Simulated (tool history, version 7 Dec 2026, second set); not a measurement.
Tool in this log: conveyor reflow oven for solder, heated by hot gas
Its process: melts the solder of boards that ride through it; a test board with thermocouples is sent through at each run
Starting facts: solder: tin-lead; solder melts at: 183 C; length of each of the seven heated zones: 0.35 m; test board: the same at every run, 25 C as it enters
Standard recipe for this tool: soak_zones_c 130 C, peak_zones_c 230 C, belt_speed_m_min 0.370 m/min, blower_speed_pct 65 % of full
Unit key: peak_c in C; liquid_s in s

Run 1, hour 0.0: usual settings. Result: peak_c 211.7 C, liquid_s 74.0 s.
Run 2, hour 46.6: usual settings. Result: peak_c 211.2 C, liquid_s 72.9 s.
Run 3, hour 103.6: usual settings. Result: peak_c 210.9 C, liquid_s 73.7 s.
Run 4, hour 137.8: usual settings. Result: peak_c 210.7 C, liquid_s 73.1 s.
Run 5, hour 168.7: usual settings. Result: peak_c 210.7 C, liquid_s 72.7 s.
Run 6, hour 203.9: usual settings but blower_speed_pct 69 % of full. Result: peak_c 210.8 C, liquid_s 73.5 s.
At hour 221.0: flux residue cleaned out of gas plates and filters.
Run 7, hour 238.6: usual settings but soak_zones_c 132 C. Result: peak_c 213.2 C, liquid_s 79.7 s.
Run 8, hour 297.1: usual settings but soak_zones_c 132 C. Result: peak_c 213.2 C, liquid_s 78.0 s.
Run 9, hour 348.2: usual settings but soak_zones_c 132 C. Result: peak_c 213.6 C, liquid_s 78.6 s.
At hour 356.0: belt drive overhauled, speed set with a stopwatch.
Run 10, hour 403.3: usual settings but soak_zones_c 138 C, peak_zones_c 221 C, blower_speed_pct 51 % of full. Result: peak_c 203.3 C, liquid_s 63.5 s.
Run 11, hour 450.6: usual settings but soak_zones_c 138 C, peak_zones_c 226 C, belt_speed_m_min 0.430 m/min, blower_speed_pct 51 % of full. Result: peak_c 202.1 C, liquid_s 51.7 s.
Run 12, hour 495.6: usual settings but peak_zones_c 242 C, blower_speed_pct 62 % of full. Result: peak_c 222.3 C, liquid_s 88.8 s.
Run 13, hour 547.3: usual settings but peak_zones_c 219 C, belt_speed_m_min 0.374 m/min. Result: peak_c 202.8 C, liquid_s 60.7 s.
Run 14, hour 595.1: usual settings but soak_zones_c 145 C, blower_speed_pct 80 % of full. Result: peak_c 217.6 C, liquid_s 91.4 s.
At hour 617.3: belt drive overhauled, speed set with a stopwatch, once more.
Run 15, hour 641.7: usual settings but soak_zones_c 141 C, peak_zones_c 245 C. Result: peak_c 227.2 C, liquid_s 96.3 s.
Run 16, hour 690.4: usual settings but peak_zones_c 231 C, blower_speed_pct 74 % of full. Result: peak_c 214.0 C, liquid_s 78.7 s.
Run 17, hour 742.9: usual settings but peak_zones_c 239 C, blower_speed_pct 52 % of full. Result: peak_c 215.0 C, liquid_s 78.0 s.

Consider 3 possible next runs. They are alternatives, not a sequence: every one starts from the tool as it was left by run 17. What does each give?
Run A, hour 770.4: usual settings but soak_zones_c 129 C, peak_zones_c 219 C, belt_speed_m_min 0.411 m/min, blower_speed_pct 52 % of full. Result: peak_c ?, liquid_s ?.
Run B, hour 770.4: usual settings but soak_zones_c 138 C, peak_zones_c 226 C, blower_speed_pct 52 % of full. Result: peak_c ?, liquid_s ?.
Run C, hour 770.4: usual settings but soak_zones_c 137 C, peak_zones_c 228 C, belt_speed_m_min 0.431 m/min, blower_speed_pct 52 % of full. Result: peak_c ?, liquid_s ?.

run  peak_c  liquid_s
  A   194.4      34.6
  B   206.5      69.3
  C   201.5      50.7
Stripped of hidden state, with their random variation kept, the same runs would have yielded:
run  peak_c  liquid_s
  A   197.1      41.1
  B   209.0      73.8
  C   204.3      55.7

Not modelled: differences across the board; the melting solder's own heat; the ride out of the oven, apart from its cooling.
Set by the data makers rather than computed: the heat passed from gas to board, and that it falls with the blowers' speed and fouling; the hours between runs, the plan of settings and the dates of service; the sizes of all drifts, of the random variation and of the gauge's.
